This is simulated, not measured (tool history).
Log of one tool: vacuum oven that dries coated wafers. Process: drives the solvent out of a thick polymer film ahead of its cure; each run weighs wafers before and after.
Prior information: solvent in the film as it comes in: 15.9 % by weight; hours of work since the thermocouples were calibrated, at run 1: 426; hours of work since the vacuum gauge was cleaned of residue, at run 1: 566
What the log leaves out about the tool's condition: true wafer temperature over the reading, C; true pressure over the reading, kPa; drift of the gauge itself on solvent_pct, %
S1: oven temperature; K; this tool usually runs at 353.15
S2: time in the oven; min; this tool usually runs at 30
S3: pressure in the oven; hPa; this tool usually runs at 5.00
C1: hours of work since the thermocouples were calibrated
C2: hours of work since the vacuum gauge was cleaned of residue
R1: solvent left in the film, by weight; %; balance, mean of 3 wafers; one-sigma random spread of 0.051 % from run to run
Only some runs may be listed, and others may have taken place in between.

run	hour	S1	S2	S3	C1	C2	R1
1	0.0	353.15	30	5.00	426	566	0.88
2	55.5	353.15	30	5.00	448	589	0.87
3	83.2	353.15	30	5.00	459	600	0.78
4	112.2	353.15	30	5.00	471	612	0.84
5	145.5	353.15	30	5.00	484	625	0.79
6	192.8	353.15	30	5.00	504	644	0.85
7	236.4	356.15	30	5.00	521	662	0.52
8	290.8	353.15	30	9.30	543	684	1.05
9	350.2	353.15	30	9.30	567	708	0.95
10	397.3	364.15	30	9.30	586	727	0.25
11	425.9	353.15	30	5.00	597	738	0.72
12	478.9	353.15	30	9.39	619	760	0.94
13	533.8	353.15	30	5.00	641	782	0.75
14	590.6	353.15	19	5.00	664	805	2.04
15	637.2	353.15	19	5.00	683	823	2.10
16	696.3	353.15	19	5.00	707	847	2.09
17	748.0	353.15	19	8.52	727	868	2.19
18	780.1	353.15	30	5.00	740	881	0.74
19	814.3	353.15	30	5.00	754	895	0.93
20	867.9	353.15	30	5.00	776	916	0.83
21	931.2	353.15	30	5.00	801	942	0.86
22	991.0	353.15	30	5.00	825	966	0.85
23	1036.3	353.15	30	5.00	844	984	0.80
24	1101.3	353.15	30	5.00	870	1011	0.71
25	1159.1	352.15	40	5.00	893	1034	0.39
26	1220.4	353.15	30	13.08	918	1059	1.13
27	1269.8	353.15	30	13.08	938	1079	1.15
28	1297.2	347.15	30	6.39	949	1090	1.55
29	1353.6	347.15	30	6.39	972	1112	1.60
30	1400.5	347.15	30	6.39	991	1131	1.52

What will run 31 give?
31	1462.3	360.15	47	19.11	1016	1156	?

R1: 0.66 %
Take away the tool's hidden state, keep the run-to-run variation as it was, and the same run would have given R1 0.65 %.
